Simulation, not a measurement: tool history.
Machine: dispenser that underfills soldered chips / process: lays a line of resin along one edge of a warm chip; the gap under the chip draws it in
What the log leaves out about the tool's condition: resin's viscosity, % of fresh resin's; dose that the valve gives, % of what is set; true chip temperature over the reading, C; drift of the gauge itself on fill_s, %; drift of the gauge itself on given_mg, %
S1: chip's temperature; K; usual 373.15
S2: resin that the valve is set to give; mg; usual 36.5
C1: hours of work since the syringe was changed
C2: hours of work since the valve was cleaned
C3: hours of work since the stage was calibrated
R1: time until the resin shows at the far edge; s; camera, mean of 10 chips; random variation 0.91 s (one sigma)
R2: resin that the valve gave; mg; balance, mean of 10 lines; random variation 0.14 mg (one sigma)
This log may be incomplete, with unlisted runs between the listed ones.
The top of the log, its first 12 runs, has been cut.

run,hour,S1,S2,C1,C2,C3,R1,R2
# hour 55.9: new syringe of resin
13,56.9,373.15,36.5,1,31,100,85.8,35.56
14,61.7,373.15,36.5,4,34,103,95.1,35.37
# hour 64.7: new syringe of resin
15,67.7,373.15,36.5,2,38,107,93.6,35.37
16,72.0,373.15,36.5,5,41,110,104.0,35.43
# hour 73.1: new syringe of resin
# hour 77.3: dispensing valve cleaned and set on the balance
17,78.3,373.15,36.5,3,1,113,93.8,36.39
# hour 82.4: new syringe of resin
18,83.6,373.15,36.5,1,4,117,89.4,36.56
19,90.1,382.15,44.8,5,9,121,70.9,44.50
# hour 90.9: new syringe of resin
20,94.2,377.15,37.7,2,11,124,80.8,37.68
# hour 99.2: new syringe of resin
21,101.4,373.15,31.3,1,16,129,94.5,30.90
22,106.5,373.15,31.3,5,19,132,104.2,30.82
# hour 107.6: new syringe of resin
23,113.7,366.15,39.5,4,24,137,133.9,38.86
# hour 116.3: new syringe of resin
24,120.8,384.15,41.7,3,29,141,61.8,40.82
25,124.0,384.15,35.6,5,31,144,68.4,34.61
# hour 124.9: new syringe of resin
26,129.3,360.15,33.0,3,34,147,169.3,31.94
# hour 133.2: new syringe of resin
27,134.2,372.15,36.5,1,38,150,91.7,35.54
28,141.0,372.15,36.5,5,42,155,107.9,35.51
# hour 141.8: new syringe of resin
# hour 144.6: dispensing valve cleaned and set on the balance
29,146.2,362.15,38.1,2,1,158,144.7,37.70
# hour 151.5: new syringe of resin
30,151.6,387.15,32.9,0,5,161,51.5,32.76
31,156.8,380.15,36.2,4,8,165,75.0,35.79
# hour 160.0: new syringe of resin
32,160.0,380.15,36.2,0,10,167,65.2,35.82
33,166.8,380.15,36.2,5,15,171,76.5,35.68
# hour 168.3: new syringe of resin
34,173.2,380.15,46.6,3,19,175,71.4,45.85
# hour 176.5: new syringe of resin
35,178.2,371.15,37.1,1,22,179,99.3,36.21

Consider 3 possible next runs. They are alternatives, not a sequence: every one starts from the tool as it was left by run 35. What does each give?
A,181.8,385.15,41.1,4,25,181,?,?
B,181.8,364.15,37.1,4,25,181,?,?
C,181.8,360.15,43.2,4,25,181,?,?

run,R1,R2
A,60.8,40.01
B,146.1,36.21
C,169.7,42.10
Without the tool's hidden state the same runs would have given:
run,R1,R2
A,52.3,40.97
B,125.3,37.08
C,145.8,43.11

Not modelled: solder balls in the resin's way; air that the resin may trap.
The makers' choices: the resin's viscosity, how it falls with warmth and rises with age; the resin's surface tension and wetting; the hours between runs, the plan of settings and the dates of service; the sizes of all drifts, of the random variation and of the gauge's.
